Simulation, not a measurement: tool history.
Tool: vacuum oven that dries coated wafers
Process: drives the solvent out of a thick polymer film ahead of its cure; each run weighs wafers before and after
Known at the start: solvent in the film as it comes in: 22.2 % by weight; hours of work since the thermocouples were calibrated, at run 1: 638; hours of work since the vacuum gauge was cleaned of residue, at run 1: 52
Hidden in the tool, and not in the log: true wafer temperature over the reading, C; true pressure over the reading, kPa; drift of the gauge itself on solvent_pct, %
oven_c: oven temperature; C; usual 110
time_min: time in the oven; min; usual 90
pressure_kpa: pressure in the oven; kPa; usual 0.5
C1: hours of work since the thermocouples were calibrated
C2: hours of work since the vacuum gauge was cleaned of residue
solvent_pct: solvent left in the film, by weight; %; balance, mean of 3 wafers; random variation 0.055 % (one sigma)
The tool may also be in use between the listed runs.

{"run": 1, "day": 0.0, "oven_c": 110, "time_min": 90, "pressure_kpa": 0.5, "C1": 638, "C2": 52, "solvent_pct": 2.35}
{"run": 2, "day": 0.983, "oven_c": 110, "time_min": 90, "pressure_kpa": 0.341, "C1": 648, "C2": 62, "solvent_pct": 2.34}
{"run": 3, "day": 2.033, "oven_c": 110, "time_min": 152, "pressure_kpa": 0.5, "C1": 659, "C2": 73, "solvent_pct": 1.03}
{"run": 4, "day": 3.062, "oven_c": 110, "time_min": 90, "pressure_kpa": 0.355, "C1": 670, "C2": 84, "solvent_pct": 2.28}
{"run": 5, "day": 3.762, "oven_c": 110, "time_min": 90, "pressure_kpa": 0.355, "C1": 678, "C2": 91, "solvent_pct": 2.26}
{"run": 6, "day": 4.675, "oven_c": 110, "time_min": 90, "pressure_kpa": 0.355, "C1": 687, "C2": 101, "solvent_pct": 2.29}
{"run": 7, "day": 5.467, "oven_c": 110, "time_min": 90, "pressure_kpa": 0.5, "C1": 695, "C2": 109, "solvent_pct": 2.34}
{"run": 8, "day": 6.208, "oven_c": 110, "time_min": 89, "pressure_kpa": 0.5, "C1": 703, "C2": 117, "solvent_pct": 2.38}
{"run": 9, "day": 7.046, "oven_c": 110, "time_min": 89, "pressure_kpa": 0.5, "C1": 712, "C2": 126, "solvent_pct": 2.43}
{"run": 10, "day": 8.212, "oven_c": 120, "time_min": 90, "pressure_kpa": 0.5, "C1": 724, "C2": 138, "solvent_pct": 1.16}
{"run": 11, "day": 9.512, "oven_c": 110, "time_min": 90, "pressure_kpa": 0.5, "C1": 738, "C2": 152, "solvent_pct": 2.36}
{"run": 12, "day": 10.633, "oven_c": 110, "time_min": 147, "pressure_kpa": 0.5, "C1": 750, "C2": 163, "solvent_pct": 1.04}
{"run": 13, "day": 11.983, "oven_c": 110, "time_min": 147, "pressure_kpa": 0.5, "C1": 764, "C2": 177, "solvent_pct": 1.03}
{"run": 14, "day": 12.725, "oven_c": 111, "time_min": 90, "pressure_kpa": 0.5, "C1": 771, "C2": 185, "solvent_pct": 2.23}
{"run": 15, "day": 13.392, "oven_c": 112, "time_min": 53, "pressure_kpa": 1.739, "C1": 778, "C2": 192, "solvent_pct": 5.93}
{"run": 16, "day": 14.308, "oven_c": 98, "time_min": 101, "pressure_kpa": 0.274, "C1": 788, "C2": 202, "solvent_pct": 3.89}
{"run": 17, "day": 15.429, "oven_c": 98, "time_min": 101, "pressure_kpa": 0.274, "C1": 800, "C2": 214, "solvent_pct": 3.92}
{"run": 18, "day": 16.338, "oven_c": 110, "time_min": 129, "pressure_kpa": 0.5, "C1": 809, "C2": 223, "solvent_pct": 1.34}
{"run": 19, "day": 17.012, "oven_c": 110, "time_min": 90, "pressure_kpa": 1.422, "C1": 816, "C2": 230, "solvent_pct": 3.3}
{"run": 20, "day": 18.358, "oven_c": 110, "time_min": 90, "pressure_kpa": 1.422, "C1": 830, "C2": 244, "solvent_pct": 3.4}
{"run": 21, "day": 19.15, "oven_c": 118, "time_min": 109, "pressure_kpa": 1.208, "C1": 839, "C2": 252, "solvent_pct": 1.55}
{"run": 22, "day": 20.046, "oven_c": 106, "time_min": 77, "pressure_kpa": 0.909, "C1": 848, "C2": 262, "solvent_pct": 4.52}
{"run": 23, "day": 20.95, "oven_c": 103, "time_min": 90, "pressure_kpa": 0.374, "C1": 858, "C2": 271, "solvent_pct": 3.75}
{"run": 24, "day": 21.729, "oven_c": 103, "time_min": 90, "pressure_kpa": 0.374, "C1": 866, "C2": 280, "solvent_pct": 3.65}
{"run": 25, "day": 22.383, "oven_c": 112, "time_min": 73, "pressure_kpa": 1.106, "C1": 873, "C2": 286, "solvent_pct": 3.51}
{"run": 26, "day": 23.583, "oven_c": 103, "time_min": 72, "pressure_kpa": 0.441, "C1": 885, "C2": 299, "solvent_pct": 4.98}
{"run": 27, "day": 24.846, "oven_c": 103, "time_min": 72, "pressure_kpa": 0.441, "C1": 898, "C2": 312, "solvent_pct": 5.08}

Hidden state or all else? Some run-to-run changes of solvent_pct, split into what the settings, what came in and random variation would give without the hidden state, and what is left for the hidden state (with any gauge scatter that isn't in both results):
Run 14 -> 15: oven_c 111 -> 112, time_min 90 -> 53, pressure_kpa 0.5 -> 1.739. solvent_pct +3.7 %: hidden state +0.12, all else +3.58.
Run 17 -> 18: oven_c 98 -> 110, time_min 101 -> 129, pressure_kpa 0.274 -> 0.5. solvent_pct -2.58 %: hidden state -0.17, all else -2.41.
Run 21 -> 22: oven_c 118 -> 106, time_min 109 -> 77, pressure_kpa 1.208 -> 0.909. solvent_pct +2.97 %: hidden state +0.19, all else +2.78.
